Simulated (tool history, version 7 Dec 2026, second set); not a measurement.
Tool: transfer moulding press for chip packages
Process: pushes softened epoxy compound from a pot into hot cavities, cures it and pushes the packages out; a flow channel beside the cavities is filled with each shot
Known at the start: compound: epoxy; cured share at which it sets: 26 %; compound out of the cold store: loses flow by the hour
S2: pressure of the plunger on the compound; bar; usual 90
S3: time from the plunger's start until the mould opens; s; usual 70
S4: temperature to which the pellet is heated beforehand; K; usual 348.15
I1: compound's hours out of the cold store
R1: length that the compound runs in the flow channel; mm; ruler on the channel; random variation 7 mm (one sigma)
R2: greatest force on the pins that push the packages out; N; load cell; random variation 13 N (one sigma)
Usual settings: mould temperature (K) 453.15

{"run": 1, "hour": 0.0, "mould temperature (K)": 453.15, "S2": 90, "S3": 70, "S4": 348.15, "I1": 19.3, "R1": 800, "R2": 1112}
{"hour": 8.8, "done": "cavities cleaned with cleaning compound and waxed"}
{"run": 2, "hour": 12.3, "mould temperature (K)": 453.15, "S2": 90, "S3": 70, "S4": 348.15, "I1": 30.2, "R1": 779, "R2": 760}
{"run": 3, "hour": 26.3, "mould temperature (K)": 453.15, "S2": 90, "S3": 70, "S4": 348.15, "I1": 27.8, "R1": 785, "R2": 889}
{"run": 4, "hour": 34.9, "mould temperature (K)": 453.15, "S2": 90, "S3": 70, "S4": 348.15, "I1": 17.4, "R1": 807, "R2": 966}
{"run": 5, "hour": 45.9, "mould temperature (K)": 453.15, "S2": 90, "S3": 70, "S4": 348.15, "I1": 47.9, "R1": 738, "R2": 1018}
{"run": 6, "hour": 54.1, "mould temperature (K)": 453.15, "S2": 90, "S3": 70, "S4": 348.15, "I1": 34.1, "R1": 763, "R2": 1074}
{"run": 7, "hour": 67.2, "mould temperature (K)": 453.15, "S2": 90, "S3": 70, "S4": 348.15, "I1": 41.9, "R1": 737, "R2": 1032}
{"run": 8, "hour": 78.0, "mould temperature (K)": 453.15, "S2": 90, "S3": 70, "S4": 348.15, "I1": 13.8, "R1": 797, "R2": 1190}
{"hour": 83.8, "done": "cavities cleaned with cleaning compound and waxed"}
{"run": 9, "hour": 90.0, "mould temperature (K)": 453.15, "S2": 90, "S3": 70, "S4": 348.15, "I1": 11.5, "R1": 812, "R2": 825}
{"run": 10, "hour": 100.3, "mould temperature (K)": 453.15, "S2": 90, "S3": 70, "S4": 348.15, "I1": 34.2, "R1": 762, "R2": 888}
{"run": 11, "hour": 112.3, "mould temperature (K)": 453.15, "S2": 90, "S3": 70, "S4": 348.15, "I1": 24.5, "R1": 776, "R2": 990}
{"run": 12, "hour": 122.7, "mould temperature (K)": 453.15, "S2": 90, "S3": 70, "S4": 348.15, "I1": 14.8, "R1": 800, "R2": 1058}
{"hour": 126.0, "done": "mould's thermocouples calibrated"}
{"run": 13, "hour": 134.0, "mould temperature (K)": 453.15, "S2": 90, "S3": 70, "S4": 348.15, "I1": 14, "R1": 807, "R2": 1137}
{"run": 14, "hour": 144.3, "mould temperature (K)": 453.15, "S2": 90, "S3": 70, "S4": 348.15, "I1": 24, "R1": 784, "R2": 1178}
{"run": 15, "hour": 156.0, "mould temperature (K)": 453.15, "S2": 69.5, "S3": 78, "S4": 346.15, "I1": 21.2, "R1": 686, "R2": 1000}
{"hour": 160.5, "done": "cavities cleaned with cleaning compound and waxed"}
{"run": 16, "hour": 166.4, "mould temperature (K)": 453.15, "S2": 86.2, "S3": 70, "S4": 358.15, "I1": 14.9, "R1": 761, "R2": 803}
{"hour": 178.9, "done": "mould's thermocouples calibrated, once more"}
{"run": 17, "hour": 183.8, "mould temperature (K)": 458.15, "S2": 87.2, "S3": 70, "S4": 348.15, "I1": 19.1, "R1": 751, "R2": 677}
{"run": 18, "hour": 196.7, "mould temperature (K)": 455.15, "S2": 87.2, "S3": 99, "S4": 348.15, "I1": 12, "R1": 769, "R2": 648}
{"run": 19, "hour": 212.2, "mould temperature (K)": 455.15, "S2": 87.2, "S3": 99, "S4": 348.15, "I1": 11, "R1": 762, "R2": 727}
{"run": 20, "hour": 219.4, "mould temperature (K)": 455.15, "S2": 87.2, "S3": 99, "S4": 348.15, "I1": 44, "R1": 692, "R2": 704}
{"run": 21, "hour": 233.5, "mould temperature (K)": 455.15, "S2": 87.2, "S3": 99, "S4": 348.15, "I1": 15, "R1": 760, "R2": 751}
{"hour": 237.6, "done": "cavities cleaned with cleaning compound and waxed"}
{"run": 22, "hour": 243.5, "mould temperature (K)": 453.15, "S2": 74, "S3": 59, "S4": 343.15, "I1": 32.8, "R1": 672, "R2": 1074}
{"run": 23, "hour": 252.4, "mould temperature (K)": 453.15, "S2": 72.8, "S3": 70, "S4": 343.15, "I1": 43.7, "R1": 650, "R2": 791}
{"hour": 261.9, "done": "plunger's sealing rings changed"}
{"run": 24, "hour": 269.4, "mould temperature (K)": 456.15, "S2": 90, "S3": 70, "S4": 346.15, "I1": 27.4, "R1": 808, "R2": 774}
{"run": 25, "hour": 282.4, "mould temperature (K)": 447.15, "S2": 90, "S3": 53, "S4": 346.15, "I1": 32.6, "R1": 833, "R2": 2672}
{"run": 26, "hour": 292.0, "mould temperature (K)": 449.15, "S2": 85.7, "S3": 59, "S4": 341.15, "I1": 27.7, "R1": 819, "R2": 2159}
{"run": 27, "hour": 307.9, "mould temperature (K)": 456.15, "S2": 83.2, "S3": 70, "S4": 348.15, "I1": 21, "R1": 801, "R2": 906}
{"hour": 315.5, "done": "cavities cleaned with cleaning compound and waxed"}
{"run": 28, "hour": 319.1, "mould temperature (K)": 451.15, "S2": 69.5, "S3": 108, "S4": 348.15, "I1": 13.1, "R1": 748, "R2": 487}

3 ways to go on from here, each from the tool as it stands after run 28. What would each give?
{"run": "A", "hour": 332.9, "mould temperature (K)": 451.15, "S2": 86.3, "S3": 86, "S4": 341.15, "I1": 42.4, "R1": "?", "R2": "?"}
{"run": "B", "hour": 332.9, "mould temperature (K)": 452.15, "S2": 95.3, "S3": 108, "S4": 348.15, "I1": 34.7, "R1": "?", "R2": "?"}
{"run": "C", "hour": 332.9, "mould temperature (K)": 451.15, "S2": 107.3, "S3": 108, "S4": 348.15, "I1": 28.1, "R1": "?", "R2": "?"}

run=A R1=764 R2=702
run=B R1=822 R2=581
run=C R1=892 R2=588
Without the tool's hidden state the same runs would have given:
run=A R1=775 R2=545
run=B R1=834 R2=454
run=C R1=906 R2=458
